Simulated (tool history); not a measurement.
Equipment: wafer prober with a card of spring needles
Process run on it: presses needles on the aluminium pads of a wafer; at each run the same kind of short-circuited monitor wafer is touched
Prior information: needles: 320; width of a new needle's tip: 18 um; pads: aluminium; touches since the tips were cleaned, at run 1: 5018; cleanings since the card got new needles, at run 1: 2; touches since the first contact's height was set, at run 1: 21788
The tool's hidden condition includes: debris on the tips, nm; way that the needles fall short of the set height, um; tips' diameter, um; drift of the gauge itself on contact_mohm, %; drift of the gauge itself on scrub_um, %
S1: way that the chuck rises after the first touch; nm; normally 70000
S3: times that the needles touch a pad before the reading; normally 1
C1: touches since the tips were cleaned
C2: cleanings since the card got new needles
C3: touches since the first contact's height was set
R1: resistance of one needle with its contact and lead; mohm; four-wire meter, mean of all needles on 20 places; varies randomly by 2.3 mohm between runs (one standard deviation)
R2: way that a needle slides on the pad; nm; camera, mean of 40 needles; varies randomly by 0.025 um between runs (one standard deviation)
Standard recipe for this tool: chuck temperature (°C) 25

Run 1, hour 0.0: usual settings; C1 5018; C2 2; C3 21788. Result: R1 263 mohm, R2 9340 nm.
At hour 16.5: tips cleaned on abrasive film.
Run 2, hour 57.4: usual settings; C1 7075; C2 3; C3 31713. Result: R1 263 mohm, R2 9350 nm.
At hour 62.7: tips cleaned on abrasive film.
Run 3, hour 88.6: usual settings; C1 4485; C2 4; C3 37103. Result: R1 259 mohm, R2 9360 nm.
At hour 107.5: tips cleaned on abrasive film.
Run 4, hour 124.5: usual settings; C1 2940; C2 5; C3 43307. Result: R1 264 mohm, R2 9360 nm.
At hour 150.3: tips cleaned on abrasive film.
Run 5, hour 172.4: usual settings; C1 3832; C2 6; C3 51592. Result: R1 266 mohm, R2 9390 nm.
At hour 195.9: tips cleaned on abrasive film.
Run 6, hour 236.4: usual settings; C1 7017; C2 7; C3 62672. Result: R1 265 mohm, R2 9360 nm.
At hour 241.6: tips cleaned on abrasive film.
At hour 287.0: tips cleaned on abrasive film.
Run 7, hour 291.9: usual settings but S1 59000 nm; C1 860; C2 9; C3 72264. Result: R1 263 mohm, R2 7950 nm.
At hour 332.4: tips cleaned on abrasive film.
Run 8, hour 343.8: usual settings but S1 59000 nm; C1 1980; C2 10; C3 81231. Result: R1 267 mohm, R2 7940 nm.
At hour 377.4: tips cleaned on abrasive film.
Run 9, hour 382.8: usual settings; C1 942; C2 11; C3 87976. Result: R1 263 mohm, R2 9440 nm.
At hour 420.0: tips cleaned on abrasive film.
Run 10, hour 437.7: usual settings; C1 3065; C2 12; C3 97474. Result: R1 261 mohm, R2 9460 nm.
At hour 464.4: tips cleaned on abrasive film.
Run 11, hour 474.3: usual settings but S1 81000 nm, S3 3; C1 1719; C2 13; C3 103801. Result: R1 261 mohm, R2 10880 nm.
Run 12, hour 500.5: usual settings but S1 54000 nm, chuck temperature (°C) 42, S3 2; C1 6257; C2 13; C3 108339. Result: R1 273 mohm, R2 7260 nm.
At hour 507.5: tips cleaned on abrasive film.
Run 13, hour 546.4: usual settings but S1 54000 nm, chuck temperature (°C) 42, S3 2; C1 6728; C2 14; C3 116271. Result: R1 275 mohm, R2 7250 nm.
At hour 552.3: tips cleaned on abrasive film.
Run 14, hour 577.7: usual settings but S1 54000 nm, chuck temperature (°C) 42, S3 2; C1 4396; C2 15; C3 121678. Result: R1 267 mohm, R2 7330 nm.
At hour 596.0: tips cleaned on abrasive film.
Run 15, hour 610.7: usual settings but S1 54000 nm, chuck temperature (°C) 42, S3 2; C1 2548; C2 16; C3 127381. Result: R1 271 mohm, R2 7330 nm.
At hour 642.0: tips cleaned on abrasive film.
Run 16, hour 642.2: usual settings but S1 54000 nm, chuck temperature (°C) 42, S3 2; C1 20; C2 17; C3 132823. Result: R1 270 mohm, R2 7310 nm.

What does the tool deliver on the next run?
Run 17, hour 671.3: usual settings but S3 2; C1 5078; C2 17; C3 137881. Result: R1 ?, R2 ?.

{"run 17": {"R1": 261, "R2": 9470}}
Take away the tool's hidden state, keep the run-to-run variation as it was, and the same run would have given R1 260 mohm, R2 9330 nm.
